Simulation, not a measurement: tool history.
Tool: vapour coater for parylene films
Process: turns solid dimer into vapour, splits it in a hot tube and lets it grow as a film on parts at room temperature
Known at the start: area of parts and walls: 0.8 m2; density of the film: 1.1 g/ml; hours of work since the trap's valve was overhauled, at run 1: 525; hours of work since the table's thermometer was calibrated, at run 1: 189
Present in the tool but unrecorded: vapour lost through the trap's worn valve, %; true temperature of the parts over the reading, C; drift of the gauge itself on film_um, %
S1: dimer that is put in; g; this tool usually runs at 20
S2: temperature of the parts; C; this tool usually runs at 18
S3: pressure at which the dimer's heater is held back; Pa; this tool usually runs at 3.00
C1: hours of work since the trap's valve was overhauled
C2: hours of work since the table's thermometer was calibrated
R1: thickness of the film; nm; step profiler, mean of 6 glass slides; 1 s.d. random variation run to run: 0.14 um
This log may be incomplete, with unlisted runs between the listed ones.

Run 1, day 0.000: usual settings; C1 525; C2 189. Result: R1 15720 nm.
Run 2, day 1.492: usual settings; C1 540; C2 204. Result: R1 15510 nm.
Run 3, day 3.175: usual settings; C1 557; C2 222. Result: R1 15490 nm.
Run 4, day 5.333: usual settings; C1 579; C2 243. Result: R1 15400 nm.
Run 5, day 6.362: usual settings; C1 590; C2 254. Result: R1 15390 nm.
Run 6, day 8.508: usual settings; C1 612; C2 276. Result: R1 15480 nm.
Run 7, day 9.892: usual settings; C1 626; C2 290. Result: R1 15160 nm.
Run 8, day 11.788: usual settings; C1 645; C2 309. Result: R1 15310 nm.
At day 13.408: trap's valve overhauled.
Run 9, day 14.042: usual settings but S2 29 C; C1 6; C2 330. Result: R1 12200 nm.
Run 10, day 15.217: usual settings but S1 16 g, S2 11 C, S3 2.67 Pa; C1 18; C2 342. Result: R1 17740 nm.
At day 15.450: table's thermometer calibrated.
Run 11, day 16.821: usual settings but S1 17 g; C1 34; C2 14. Result: R1 14670 nm.
Run 12, day 18.604: usual settings but S1 17 g; C1 52; C2 32. Result: R1 14820 nm.
Run 13, day 20.258: usual settings but S1 13 g, S2 13 C, S3 3.18 Pa; C1 69; C2 49. Result: R1 12960 nm.
Run 14, day 21.446: usual settings but S1 36 g, S2 10 C, S3 6.43 Pa; C1 81; C2 61. Result: R1 34250 nm.
Run 15, day 23.433: usual settings but S1 36 g, S2 10 C, S3 6.43 Pa; C1 102; C2 81. Result: R1 34000 nm.

Each row is a separate what-if for the run after 15, all from the same tool condition, not one after another. Results?
Run A, day 24.754: usual settings but S1 9 g, S2 15 C, S3 3.54 Pa; C1 115; C2 95. Result: R1 ?.
Run B, day 24.754: usual settings but S2 16 C; C1 115; C2 95. Result: R1 ?.
Run C, day 24.754: usual settings but S1 36 g, S2 10 C, S3 7.94 Pa; C1 115; C2 95. Result: R1 ?.

run     R1
  A   8280
  B  18320
  C  32580
Take away the tool's hidden state, keep each run's random variation, and the runs would have read:
run     R1
  A   8440
  B  18670
  C  33200

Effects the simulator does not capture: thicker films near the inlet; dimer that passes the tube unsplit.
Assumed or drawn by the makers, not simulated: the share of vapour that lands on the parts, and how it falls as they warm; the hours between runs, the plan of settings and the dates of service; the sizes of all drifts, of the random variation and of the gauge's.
